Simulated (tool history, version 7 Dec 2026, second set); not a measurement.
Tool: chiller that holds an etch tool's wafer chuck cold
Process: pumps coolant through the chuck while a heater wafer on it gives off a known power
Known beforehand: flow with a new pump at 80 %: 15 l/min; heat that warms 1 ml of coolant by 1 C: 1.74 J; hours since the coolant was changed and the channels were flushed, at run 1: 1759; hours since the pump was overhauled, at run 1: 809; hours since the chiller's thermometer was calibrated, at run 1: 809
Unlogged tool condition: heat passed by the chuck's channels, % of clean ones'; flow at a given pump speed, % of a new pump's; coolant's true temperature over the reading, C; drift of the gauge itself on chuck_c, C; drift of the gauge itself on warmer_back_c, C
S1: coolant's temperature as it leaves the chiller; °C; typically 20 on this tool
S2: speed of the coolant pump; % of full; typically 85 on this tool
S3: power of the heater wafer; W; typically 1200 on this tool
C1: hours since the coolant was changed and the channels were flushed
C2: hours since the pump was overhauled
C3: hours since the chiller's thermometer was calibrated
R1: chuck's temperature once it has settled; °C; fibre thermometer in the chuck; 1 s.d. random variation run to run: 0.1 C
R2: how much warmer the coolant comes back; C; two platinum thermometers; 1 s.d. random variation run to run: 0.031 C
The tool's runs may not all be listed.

run 1 hour=0 | S1=20 S2=85 S3=1200 | C1=1759 C2=809 C3=809 | R1=33.9 R2=2.65
run 2 hour=93.8 | S1=20 S2=85 S3=1200 | C1=1853 C2=903 C3=903 | R1=33.9 R2=2.61
run 3 hour=169.1 | S1=20 S2=85 S3=1200 | C1=1928 C2=978 C3=978 | R1=34 R2=2.61
run 4 hour=266.2 | S1=20 S2=85 S3=1200 | C1=2025 C2=1075 C3=1075 | R1=34.3 R2=2.62
run 5 hour=316.1 | S1=20 S2=85 S3=1200 | C1=2075 C2=1125 C3=1125 | R1=34.3 R2=2.7
run 6 hour=409.8 | S1=20 S2=85 S3=1200 | C1=2169 C2=1219 C3=1219 | R1=34.3 R2=2.69
run 7 hour=513 | S1=20 S2=85 S3=904 | C1=2272 C2=1322 C3=1322 | R1=30.9 R2=1.95
run 8 hour=559.2 | S1=12 S2=85 S3=1200 | C1=2319 C2=1368 C3=1368 | R1=26.5 R2=2.72
run 9 hour=625 | S1=12 S2=85 S3=1200 | C1=2384 C2=1434 C3=1434 | R1=26.5 R2=2.69
run 10 hour=696 | S1=12 S2=85 S3=1200 | C1=2455 C2=1505 C3=1505 | R1=26.5 R2=2.69
run 11 hour=778.4 | S1=12 S2=85 S3=1200 | C1=2538 C2=1587 C3=1587 | R1=26.6 R2=2.72
run 12 hour=862 | S1=12 S2=85 S3=1200 | C1=2621 C2=1671 C3=1671 | R1=26.4 R2=2.75
run 13 hour=920.2 | S1=20 S2=85 S3=1200 | C1=2680 C2=1729 C3=1729 | R1=34.6 R2=2.65
run 14 hour=994.3 | S1=16 S2=76 S3=1678 | C1=2754 C2=1803 C3=1803 | R1=37.7 R2=4.23
run 15 hour=1083 | S1=16 S2=76 S3=1678 | C1=2842 C2=1892 C3=1892 | R1=37.8 R2=4.29
run 16 hour=1175.5 | S1=19 S2=88 S3=708 | C1=2935 C2=1984 C3=1984 | R1=27.6 R2=1.56
run 17 hour=1237.7 | S1=24 S2=76 S3=1148 | C1=2997 C2=2046 C3=2046 | R1=38.9 R2=2.94
run 18 hour=1310 | S1=24 S2=70 S3=1208 | C1=3069 C2=2119 C3=2119 | R1=40.7 R2=3.38
run 19 hour=1357.6 | S1=26 S2=83 S3=606 | C1=3117 C2=2166 C3=2166 | R1=33.7 R2=1.42
run 20 hour=1431.3 | S1=26 S2=83 S3=606 | C1=3191 C2=2240 C3=2240 | R1=33.7 R2=1.44
run 21 hour=1528.8 | S1=15 S2=77 S3=1651 | C1=3288 C2=2337 C3=2337 | R1=36.5 R2=4.14
run 22 hour=1576.6 | S1=14 S2=89 S3=783 | C1=3336 C2=2385 C3=2385 | R1=23.6 R2=1.68
run 23 hour=1629 | S1=12 S2=75 S3=1200 | C1=3388 C2=2438 C3=2438 | R1=28.2 R2=3.13
run 24 hour=1673.9 | S1=12 S2=75 S3=1200 | C1=3433 C2=2483 C3=2483 | R1=28.3 R2=3.15
run 25 hour=1728.7 | S1=22 S2=75 S3=1200 | C1=3488 C2=2537 C3=2537 | R1=38.3 R2=3.1
run 26 hour=1787.5 | S1=27 S2=68 S3=682 | C1=3547 C2=2596 C3=2596 | R1=36.9 R2=2

Each row is a separate what-if for the run after 26, all from the same tool condition, not one after another. Results?
run A hour=1880.3 | S1=29 S2=60 S3=1454 | C1=3640 C2=2689 C3=2689 | R1=? R2=?
run B hour=1880.3 | S1=19 S2=62 S3=1574 | C1=3640 C2=2689 C3=2689 | R1=? R2=?
run C hour=1880.3 | S1=20 S2=85 S3=1773 | C1=3640 C2=2689 C3=2689 | R1=? R2=?
run D hour=1880.3 | S1=27 S2=68 S3=737 | C1=3640 C2=2689 C3=2689 | R1=? R2=?
run E hour=1880.3 | S1=12 S2=76 S3=1200 | C1=3640 C2=2689 C3=2689 | R1=? R2=?

run=A R1=51.4 R2=4.87
run=B R1=42.9 R2=5.09
run=C R1=42.2 R2=4.11
run=D R1=37.8 R2=2.16
run=E R1=28.1 R2=3.12
With no hidden state in the tool, these same runs would have given:
run=A R1=48.6 R2=4.56
run=B R1=39.9 R2=4.76
run=C R1=39.3 R2=3.84
run=D R1=36.3 R2=2.02
run=E R1=26 R2=2.92
